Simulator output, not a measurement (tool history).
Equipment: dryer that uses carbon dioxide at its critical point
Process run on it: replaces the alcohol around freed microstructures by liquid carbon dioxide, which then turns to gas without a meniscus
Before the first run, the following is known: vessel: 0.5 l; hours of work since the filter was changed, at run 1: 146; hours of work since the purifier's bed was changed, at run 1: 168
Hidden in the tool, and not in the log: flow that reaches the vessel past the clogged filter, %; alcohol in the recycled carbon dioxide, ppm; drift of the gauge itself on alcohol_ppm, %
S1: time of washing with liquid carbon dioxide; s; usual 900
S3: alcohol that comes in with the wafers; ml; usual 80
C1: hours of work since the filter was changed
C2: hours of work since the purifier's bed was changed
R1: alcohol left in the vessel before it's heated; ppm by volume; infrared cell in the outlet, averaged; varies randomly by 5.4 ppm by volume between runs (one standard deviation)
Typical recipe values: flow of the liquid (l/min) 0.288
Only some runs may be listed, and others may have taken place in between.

{"run": 1, "hour": 0.0, "S1": 900, "flow of the liquid (l/min)": 0.288, "S3": 80, "C1": 146, "C2": 168, "R1": 236}
{"run": 2, "hour": 26.1, "S1": 900, "flow of the liquid (l/min)": 0.288, "S3": 80, "C1": 155, "C2": 177, "R1": 242}
{"run": 3, "hour": 45.1, "S1": 900, "flow of the liquid (l/min)": 0.288, "S3": 117, "C1": 161, "C2": 183, "R1": 339}
{"run": 4, "hour": 65.5, "S1": 900, "flow of the liquid (l/min)": 0.288, "S3": 117, "C1": 167, "C2": 189, "R1": 343}
{"run": 5, "hour": 86.2, "S1": 900, "flow of the liquid (l/min)": 0.288, "S3": 80, "C1": 174, "C2": 196, "R1": 254}
{"run": 6, "hour": 103.6, "S1": 900, "flow of the liquid (l/min)": 0.288, "S3": 80, "C1": 179, "C2": 201, "R1": 232}
{"run": 7, "hour": 120.5, "S1": 900, "flow of the liquid (l/min)": 0.288, "S3": 80, "C1": 185, "C2": 207, "R1": 263}
{"run": 8, "hour": 138.8, "S1": 900, "flow of the liquid (l/min)": 0.288, "S3": 23, "C1": 190, "C2": 212, "R1": 105}
{"run": 9, "hour": 159.3, "S1": 900, "flow of the liquid (l/min)": 0.288, "S3": 23, "C1": 197, "C2": 219, "R1": 107}
{"run": 10, "hour": 171.1, "S1": 900, "flow of the liquid (l/min)": 0.288, "S3": 23, "C1": 201, "C2": 223, "R1": 103}
{"run": 11, "hour": 183.4, "S1": 900, "flow of the liquid (l/min)": 0.288, "S3": 23, "C1": 205, "C2": 227, "R1": 104}
{"run": 12, "hour": 198.0, "S1": 900, "flow of the liquid (l/min)": 0.288, "S3": 80, "C1": 209, "C2": 231, "R1": 274}
{"run": 13, "hour": 220.9, "S1": 1140, "flow of the liquid (l/min)": 0.288, "S3": 80, "C1": 216, "C2": 239, "R1": 86}
{"run": 14, "hour": 237.7, "S1": 1140, "flow of the liquid (l/min)": 0.288, "S3": 80, "C1": 222, "C2": 244, "R1": 94}
{"run": 15, "hour": 260.2, "S1": 900, "flow of the liquid (l/min)": 0.288, "S3": 80, "C1": 229, "C2": 251, "R1": 298}
{"run": 16, "hour": 283.9, "S1": 900, "flow of the liquid (l/min)": 0.288, "S3": 80, "C1": 236, "C2": 259, "R1": 298}
{"run": 17, "hour": 309.8, "S1": 1080, "flow of the liquid (l/min)": 0.288, "S3": 80, "C1": 245, "C2": 267, "R1": 123}
{"run": 18, "hour": 336.7, "S1": 900, "flow of the liquid (l/min)": 0.288, "S3": 80, "C1": 253, "C2": 275, "R1": 315}
{"run": 19, "hour": 351.7, "S1": 900, "flow of the liquid (l/min)": 0.288, "S3": 80, "C1": 258, "C2": 280, "R1": 321}
{"run": 20, "hour": 376.4, "S1": 900, "flow of the liquid (l/min)": 0.288, "S3": 80, "C1": 266, "C2": 288, "R1": 332}
{"run": 21, "hour": 391.7, "S1": 900, "flow of the liquid (l/min)": 0.288, "S3": 80, "C1": 271, "C2": 293, "R1": 320}
{"run": 22, "hour": 409.1, "S1": 900, "flow of the liquid (l/min)": 0.288, "S3": 80, "C1": 276, "C2": 298, "R1": 344}
{"run": 23, "hour": 420.6, "S1": 900, "flow of the liquid (l/min)": 0.326, "S3": 80, "C1": 280, "C2": 302, "R1": 181}
{"run": 24, "hour": 443.1, "S1": 1380, "flow of the liquid (l/min)": 0.186, "S3": 33, "C1": 287, "C2": 309, "R1": 180}
{"run": 25, "hour": 469.5, "S1": 1380, "flow of the liquid (l/min)": 0.186, "S3": 33, "C1": 295, "C2": 317, "R1": 181}
{"run": 26, "hour": 492.7, "S1": 1440, "flow of the liquid (l/min)": 0.41, "S3": 34, "C1": 303, "C2": 325, "R1": 55}
{"run": 27, "hour": 514.8, "S1": 1440, "flow of the liquid (l/min)": 0.41, "S3": 34, "C1": 310, "C2": 332, "R1": 49}
{"hour": 521.9, "done": "inlet filter changed"}
{"run": 28, "hour": 530.7, "S1": 1440, "flow of the liquid (l/min)": 0.223, "S3": 22, "C1": 3, "C2": 337, "R1": 75}
{"run": 29, "hour": 549.8, "S1": 1440, "flow of the liquid (l/min)": 0.223, "S3": 22, "C1": 9, "C2": 343, "R1": 66}
{"run": 30, "hour": 566.5, "S1": 1080, "flow of the liquid (l/min)": 0.423, "S3": 101, "C1": 14, "C2": 348, "R1": 65}
{"run": 31, "hour": 591.6, "S1": 1080, "flow of the liquid (l/min)": 0.423, "S3": 101, "C1": 22, "C2": 356, "R1": 52}
{"run": 32, "hour": 613.0, "S1": 960, "flow of the liquid (l/min)": 0.276, "S3": 80, "C1": 29, "C2": 363, "R1": 179}
{"run": 33, "hour": 639.9, "S1": 960, "flow of the liquid (l/min)": 0.197, "S3": 80, "C1": 37, "C2": 371, "R1": 994}
{"run": 34, "hour": 652.6, "S1": 840, "flow of the liquid (l/min)": 0.288, "S3": 52, "C1": 41, "C2": 375, "R1": 223}
{"run": 35, "hour": 664.8, "S1": 1380, "flow of the liquid (l/min)": 0.403, "S3": 33, "C1": 45, "C2": 379, "R1": 62}
{"run": 36, "hour": 677.9, "S1": 900, "flow of the liquid (l/min)": 0.255, "S3": 49, "C1": 49, "C2": 383, "R1": 265}
{"run": 37, "hour": 690.1, "S1": 900, "flow of the liquid (l/min)": 0.384, "S3": 28, "C1": 53, "C2": 387, "R1": 71}
{"run": 38, "hour": 708.2, "S1": 1200, "flow of the liquid (l/min)": 0.288, "S3": 84, "C1": 59, "C2": 393, "R1": 80}
{"run": 39, "hour": 724.9, "S1": 600, "flow of the liquid (l/min)": 0.3, "S3": 23, "C1": 64, "C2": 398, "R1": 438}
{"run": 40, "hour": 746.4, "S1": 1140, "flow of the liquid (l/min)": 0.365, "S3": 80, "C1": 71, "C2": 405, "R1": 74}

Run 41 has not been measured yet. What should we expect?
{"run": 41, "hour": 768.9, "S1": 900, "flow of the liquid (l/min)": 0.288, "S3": 65, "C1": 78, "C2": 412, "R1": "?"}

{"run 41": {"R1": 204}}
Without the tool's hidden state the same run would have given R1 114 ppm by volume.
